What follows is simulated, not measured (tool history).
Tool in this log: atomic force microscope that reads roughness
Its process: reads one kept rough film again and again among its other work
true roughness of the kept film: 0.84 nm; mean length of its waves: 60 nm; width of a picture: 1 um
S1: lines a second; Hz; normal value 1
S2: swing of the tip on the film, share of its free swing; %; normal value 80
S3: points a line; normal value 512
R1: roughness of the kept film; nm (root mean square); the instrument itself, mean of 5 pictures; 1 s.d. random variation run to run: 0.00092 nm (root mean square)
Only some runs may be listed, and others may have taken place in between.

run	hour	S1	S2	S3	R1
1	0	1	80	512	0.7394
2	12.2	1	80	512	0.7411
3	29.7	1	80	512	0.7398
4	40.8	1	80	512	0.7376
5	49.8	1	80	512	0.7375
6	61.3	1	80	512	0.7372
7	78.8	1	61	512	0.7907
# hour 80.7: height scale calibrated on a step standard
8	91.3	1	61	512	0.7905
9	103.5	0.74	80	512	0.7547
10	113.5	1	55	320	0.7981
# hour 121.7: new tip fitted
11	124.5	1	55	320	0.8037
12	138.9	2.6	84	350	0.6034
13	150.8	0.55	67	880	0.8002
14	162.8	3.89	61	880	0.7163
15	180.4	3.89	61	795	0.7163
# hour 183.9: height scale calibrated on a step standard, once more
16	194.5	3.35	64	825	0.7152

Subtracting, for every run, the result it would have given without the tool's unlogged condition from the measured result gives the following. The same run-to-run variation enters both numbers; the gauge's scatter may not:
Hidden conditions of the tool in this case: radius of the tip, nm; height scale over the true one, %; drift of the gauge itself on roughness_nm, %.
run	R1
1	-0.0056
2	-0.0063
3	-0.007
4	-0.0074
5	-0.0079
6	-0.0084
7	-0.0099
8	-0.0109
9	-0.011
10	-0.0121
11	-0.0053
12	-0.0045
13	-0.0066
14	-0.0064
15	-0.0073
16	-0.0037
